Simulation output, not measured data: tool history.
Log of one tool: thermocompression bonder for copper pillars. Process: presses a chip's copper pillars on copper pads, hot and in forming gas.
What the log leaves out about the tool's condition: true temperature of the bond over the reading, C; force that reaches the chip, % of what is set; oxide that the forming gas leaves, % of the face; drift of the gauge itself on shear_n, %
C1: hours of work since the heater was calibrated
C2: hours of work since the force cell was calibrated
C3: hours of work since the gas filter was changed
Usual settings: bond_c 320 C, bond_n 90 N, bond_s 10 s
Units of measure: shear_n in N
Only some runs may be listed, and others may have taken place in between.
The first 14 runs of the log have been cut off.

At hour 158.8: forming gas filter changed.
Run 15, hour 162.5: usual settings but bond_c 330 C; C1 621; C2 166; C3 3. Result: shear_n 82.5 N.
Run 16, hour 169.1: usual settings but bond_c 330 C; C1 625; C2 171; C3 7. Result: shear_n 81.4 N.
Run 17, hour 180.5: usual settings but bond_c 330 C; C1 633; C2 178; C3 15. Result: shear_n 80.9 N.
Run 18, hour 187.6: usual settings; C1 638; C2 183; C3 20. Result: shear_n 76.1 N.
Run 19, hour 198.5: usual settings; C1 645; C2 190; C3 27. Result: shear_n 76.2 N.
Run 20, hour 207.7: usual settings but bond_s 9 s; C1 651; C2 197; C3 33. Result: shear_n 73.2 N.
Run 21, hour 222.9: usual settings but bond_c 342 C, bond_n 109 N, bond_s 18 s; C1 662; C2 207; C3 44. Result: shear_n 106.3 N.
Run 22, hour 235.9: usual settings but bond_c 342 C, bond_n 109 N, bond_s 18 s; C1 671; C2 216; C3 52. Result: shear_n 105.8 N.
Run 23, hour 246.2: usual settings but bond_c 342 C, bond_n 129 N, bond_s 9 s; C1 678; C2 223; C3 59. Result: shear_n 100.5 N.
Run 24, hour 254.5: usual settings but bond_c 322 C, bond_n 59 N, bond_s 6 s; C1 683; C2 229; C3 65. Result: shear_n 44.5 N.
Run 25, hour 261.6: usual settings but bond_c 322 C, bond_n 59 N, bond_s 6 s; C1 688; C2 233; C3 70. Result: shear_n 46.5 N.
Run 26, hour 275.4: usual settings but bond_c 313 C, bond_n 55 N, bond_s 7 s; C1 697; C2 243; C3 79. Result: shear_n 41.5 N.
Run 27, hour 282.6: usual settings but bond_c 313 C, bond_n 77 N, bond_s 30 s; C1 702; C2 248; C3 84. Result: shear_n 88.3 N.
Run 28, hour 290: usual settings but bond_c 313 C, bond_n 77 N, bond_s 30 s; C1 707; C2 253; C3 89. Result: shear_n 86.7 N.
Run 29, hour 300.6: usual settings but bond_c 313 C, bond_n 77 N, bond_s 30 s; C1 715; C2 260; C3 96. Result: shear_n 87.8 N.
Run 30, hour 310.7: usual settings but bond_c 313 C, bond_n 77 N, bond_s 30 s; C1 722; C2 267; C3 103. Result: shear_n 85.9 N.

What does the tool deliver on the next run?
Run 31, hour 324.4: usual settings but bond_c 335 C, bond_n 77 N, bond_s 22 s; C1 731; C2 276; C3 113. Result: shear_n ?.

Run 31 produced shear_n 90.9 N.
Had the tool carried no hidden state, the very same run would have given shear_n 93.3 N.

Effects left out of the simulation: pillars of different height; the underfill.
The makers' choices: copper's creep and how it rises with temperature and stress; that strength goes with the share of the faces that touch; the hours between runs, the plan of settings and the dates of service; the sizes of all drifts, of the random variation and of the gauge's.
